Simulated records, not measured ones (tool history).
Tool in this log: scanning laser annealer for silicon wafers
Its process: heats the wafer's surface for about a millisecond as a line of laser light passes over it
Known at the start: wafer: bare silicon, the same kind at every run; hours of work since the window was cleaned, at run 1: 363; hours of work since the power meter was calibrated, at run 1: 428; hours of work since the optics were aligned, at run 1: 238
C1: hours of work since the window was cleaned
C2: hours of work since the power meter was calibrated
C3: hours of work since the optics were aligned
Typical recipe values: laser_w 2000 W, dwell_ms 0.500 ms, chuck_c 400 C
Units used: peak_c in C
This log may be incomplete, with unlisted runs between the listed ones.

run 1 hour=0.0 | laser_w=2000 dwell_ms=0.500 chuck_c=400 | C1=363 C2=428 C3=238 | peak_c=1135
run 2 hour=20.0 | laser_w=2000 dwell_ms=0.500 chuck_c=400 | C1=372 C2=437 C3=247 | peak_c=1138
run 3 hour=39.1 | laser_w=2000 dwell_ms=0.500 chuck_c=400 | C1=380 C2=446 C3=255 | peak_c=1136
run 4 hour=53.1 | laser_w=2000 dwell_ms=0.500 chuck_c=373 | C1=386 C2=452 C3=262 | peak_c=1110
run 5 hour=66.4 | laser_w=2000 dwell_ms=0.500 chuck_c=373 | C1=392 C2=458 C3=267 | peak_c=1111
run 6 hour=88.0 | laser_w=2000 dwell_ms=0.500 chuck_c=373 | C1=402 C2=467 C3=277 | peak_c=1109
run 7 hour=100.3 | laser_w=2000 dwell_ms=0.500 chuck_c=373 | C1=407 C2=473 C3=283 | peak_c=1110
run 8 hour=119.3 | laser_w=2000 dwell_ms=0.500 chuck_c=373 | C1=416 C2=481 C3=291 | peak_c=1107
run 9 hour=141.9 | laser_w=2135 dwell_ms=0.529 chuck_c=373 | C1=426 C2=491 C3=301 | peak_c=1184
run 10 hour=165.6 | laser_w=2135 dwell_ms=0.529 chuck_c=427 | C1=437 C2=502 C3=312 | peak_c=1235
run 11 hour=178.5 | laser_w=2111 dwell_ms=0.500 chuck_c=390 | C1=442 C2=508 C3=317 | peak_c=1163
run 12 hour=191.1 | laser_w=2143 dwell_ms=0.508 chuck_c=394 | C1=448 C2=513 C3=323 | peak_c=1188
run 13 hour=201.4 | laser_w=1970 dwell_ms=0.476 chuck_c=426 | C1=452 C2=518 C3=328 | peak_c=1131
run 14 hour=224.9 | laser_w=2080 dwell_ms=0.523 chuck_c=400 | C1=463 C2=528 C3=338 | peak_c=1184
run 15 hour=243.2 | laser_w=2080 dwell_ms=0.523 chuck_c=400 | C1=471 C2=536 C3=346 | peak_c=1181
run 16 hour=255.9 | laser_w=2080 dwell_ms=0.523 chuck_c=400 | C1=477 C2=542 C3=352 | peak_c=1183

Below are 3 alternative next runs, each starting from the tool's condition after run 16. Predict each:
run A hour=267.3 | laser_w=2080 dwell_ms=0.462 chuck_c=429 | C1=482 C2=547 C3=357 | peak_c=?
run B hour=267.3 | laser_w=2000 dwell_ms=0.549 chuck_c=400 | C1=482 C2=547 C3=357 | peak_c=?
run C hour=267.3 | laser_w=1742 dwell_ms=0.499 chuck_c=400 | C1=482 C2=547 C3=357 | peak_c=?

run=A peak_c=1155
run=B peak_c=1172
run=C peak_c=1040
Stripped of hidden state, with their random variation kept, the same runs would have yielded:
run=A peak_c=1170
run=B peak_c=1187
run=C peak_c=1053
